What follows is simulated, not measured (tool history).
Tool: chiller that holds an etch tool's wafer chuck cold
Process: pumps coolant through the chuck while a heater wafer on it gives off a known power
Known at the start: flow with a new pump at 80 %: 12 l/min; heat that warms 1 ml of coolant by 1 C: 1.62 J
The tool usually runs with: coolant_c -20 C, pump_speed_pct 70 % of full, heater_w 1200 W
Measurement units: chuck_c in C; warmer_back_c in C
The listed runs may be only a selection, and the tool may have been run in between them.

{"run": 1, "hour": 0.0, "coolant_c": -20, "pump_speed_pct": 70, "heater_w": 1200, "chuck_c": -7.1, "warmer_back_c": 4.26}
{"run": 2, "hour": 40.4, "coolant_c": -20, "pump_speed_pct": 70, "heater_w": 1200, "chuck_c": -6.9, "warmer_back_c": 4.26}
{"run": 3, "hour": 68.0, "coolant_c": -28, "pump_speed_pct": 70, "heater_w": 1200, "chuck_c": -15.0, "warmer_back_c": 4.28}
{"run": 4, "hour": 99.4, "coolant_c": -28, "pump_speed_pct": 60, "heater_w": 1200, "chuck_c": -13.6, "warmer_back_c": 4.98}
{"run": 5, "hour": 138.8, "coolant_c": -20, "pump_speed_pct": 87, "heater_w": 1200, "chuck_c": -8.9, "warmer_back_c": 3.46}
{"run": 6, "hour": 178.3, "coolant_c": -20, "pump_speed_pct": 87, "heater_w": 1200, "chuck_c": -8.7, "warmer_back_c": 3.43}
{"run": 7, "hour": 206.9, "coolant_c": -20, "pump_speed_pct": 87, "heater_w": 1200, "chuck_c": -8.6, "warmer_back_c": 3.48}
{"run": 8, "hour": 235.5, "coolant_c": -20, "pump_speed_pct": 87, "heater_w": 1200, "chuck_c": -8.7, "warmer_back_c": 3.48}
{"run": 9, "hour": 279.1, "coolant_c": -20, "pump_speed_pct": 87, "heater_w": 1200, "chuck_c": -8.7, "warmer_back_c": 3.46}
{"run": 10, "hour": 308.0, "coolant_c": -20, "pump_speed_pct": 87, "heater_w": 1200, "chuck_c": -8.6, "warmer_back_c": 3.44}
{"run": 11, "hour": 335.2, "coolant_c": -20, "pump_speed_pct": 87, "heater_w": 1200, "chuck_c": -8.6, "warmer_back_c": 3.48}
{"hour": 347.7, "done": "chiller's thermometer calibrated"}
{"run": 12, "hour": 358.5, "coolant_c": -20, "pump_speed_pct": 63, "heater_w": 649, "chuck_c": -12.3, "warmer_back_c": 2.6}
{"run": 13, "hour": 380.5, "coolant_c": -20, "pump_speed_pct": 71, "heater_w": 1378, "chuck_c": -5.0, "warmer_back_c": 4.87}
{"run": 14, "hour": 424.0, "coolant_c": -10, "pump_speed_pct": 96, "heater_w": 1028, "chuck_c": -0.8, "warmer_back_c": 2.67}
{"run": 15, "hour": 467.4, "coolant_c": -10, "pump_speed_pct": 96, "heater_w": 1028, "chuck_c": -0.7, "warmer_back_c": 2.67}
{"run": 16, "hour": 495.5, "coolant_c": -28, "pump_speed_pct": 96, "heater_w": 1383, "chuck_c": -15.5, "warmer_back_c": 3.59}
{"run": 17, "hour": 525.3, "coolant_c": -20, "pump_speed_pct": 89, "heater_w": 1629, "chuck_c": -4.7, "warmer_back_c": 4.63}
{"run": 18, "hour": 565.8, "coolant_c": -26, "pump_speed_pct": 98, "heater_w": 667, "chuck_c": -20.2, "warmer_back_c": 1.69}

Predict each of these 4 candidate next runs independently; none follows another, all start after run 18:
{"run": "A", "hour": 596.0, "coolant_c": -15, "pump_speed_pct": 71, "heater_w": 1587, "chuck_c": "?", "warmer_back_c": "?"}
{"run": "B", "hour": 596.0, "coolant_c": -23, "pump_speed_pct": 62, "heater_w": 1367, "chuck_c": "?", "warmer_back_c": "?"}
{"run": "C", "hour": 596.0, "coolant_c": -18, "pump_speed_pct": 65, "heater_w": 837, "chuck_c": "?", "warmer_back_c": "?"}
{"run": "D", "hour": 596.0, "coolant_c": -20, "pump_speed_pct": 70, "heater_w": 1666, "chuck_c": "?", "warmer_back_c": "?"}

run=A chuck_c=2.3 warmer_back_c=5.55
run=B chuck_c=-6.6 warmer_back_c=5.54
run=C chuck_c=-8.1 warmer_back_c=3.29
run=D chuck_c=-1.4 warmer_back_c=5.96
Had the tool no hidden state, the same runs would have come out as:
run=A chuck_c=0.1 warmer_back_c=5.46
run=B chuck_c=-8.6 warmer_back_c=5.45
run=C chuck_c=-9.3 warmer_back_c=3.24
run=D chuck_c=-3.7 warmer_back_c=5.86

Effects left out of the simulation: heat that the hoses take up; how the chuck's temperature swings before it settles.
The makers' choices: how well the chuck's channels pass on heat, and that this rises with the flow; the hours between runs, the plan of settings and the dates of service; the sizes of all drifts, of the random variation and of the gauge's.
